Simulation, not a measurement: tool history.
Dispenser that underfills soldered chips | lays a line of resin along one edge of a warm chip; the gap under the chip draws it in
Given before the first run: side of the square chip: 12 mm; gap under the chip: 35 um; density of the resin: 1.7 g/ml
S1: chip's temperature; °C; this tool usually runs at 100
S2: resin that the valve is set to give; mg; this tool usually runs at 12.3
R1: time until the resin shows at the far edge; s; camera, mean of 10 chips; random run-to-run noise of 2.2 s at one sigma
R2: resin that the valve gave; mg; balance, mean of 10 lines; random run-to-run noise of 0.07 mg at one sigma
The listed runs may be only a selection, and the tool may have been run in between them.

run	hour	S1	S2	R1	R2
1	0.0	100	12.3	299.9	11.74
# hour 3.3: new syringe of resin
2	5.0	94	12.3	300.0	11.79
3	9.5	100	12.3	262.6	11.70
4	13.2	100	12.3	294.3	11.70
# hour 17.6: new syringe of resin
5	18.5	100	12.3	228.5	11.70
6	23.2	100	12.3	261.7	11.67
7	28.6	100	14.8	294.8	14.00
# hour 32.0: new syringe of resin
8	34.1	100	12.3	241.0	11.50
9	37.9	100	12.3	262.2	11.53
# hour 43.3: dispensing valve cleaned and set on the balance
10	44.1	100	12.3	302.2	12.23
# hour 47.1: new syringe of resin
11	47.7	97	12.3	257.5	12.15
12	54.4	97	12.3	307.2	12.22
13	58.6	100	12.3	311.5	12.04
# hour 61.3: new syringe of resin
14	65.2	100	12.3	249.1	12.05
15	71.1	115	12.3	165.8	12.17
16	74.6	115	12.3	184.7	12.09
# hour 75.9: new syringe of resin
17	78.9	115	12.3	137.5	12.07
18	85.1	115	12.3	161.8	12.08
# hour 90.1: new syringe of resin
19	90.1	115	12.3	123.2	12.13
20	94.5	115	12.3	138.9	12.06
21	100.5	87	12.1	507.7	11.77
# hour 104.2: new syringe of resin
22	106.9	115	14.6	131.2	14.01
23	110.3	100	13.6	259.8	13.06
24	113.8	101	12.3	283.0	11.78
# hour 118.6: new syringe of resin
25	119.4	103	15.4	199.1	14.89
26	124.7	105	12.9	213.8	12.41
27	128.7	110	15.7	194.8	14.81
# hour 132.7: new syringe of resin
28	132.7	110	15.7	146.0	14.86
29	136.8	100	12.1	253.6	11.49
30	141.5	100	12.1	279.7	11.47
31	144.4	107	11.2	237.7	10.54
# hour 146.9: new syringe of resin
32	149.6	114	15.9	136.1	14.89
33	156.5	114	12.3	171.6	11.49
# hour 161.1: dispensing valve cleaned and set on the balance
# hour 162.2: new syringe of resin
34	163.0	99	15.9	233.5	15.97
35	166.1	99	15.9	256.4	16.05
36	171.9	99	15.9	303.0	16.07
37	175.5	99	15.9	338.5	15.87

3 options for the next run, each taken on its own from the tool as it stands now. Forecast them:
# hour 176.6: new syringe of resin
A	178.7	96	13.4	?	?
# hour 176.6: new syringe of resin
B	178.7	90	11.8	?	?
# hour 176.6: new syringe of resin
C	178.7	113	15.9	?	?

run	R1	R2
A	272.6	13.31
B	364.6	11.76
C	139.2	15.66
The same runs, with their run-to-run variation unchanged, on a tool lacking any hidden condition would have given:
run	R1	R2
A	248.9	13.40
B	332.1	11.84
C	127.6	15.77
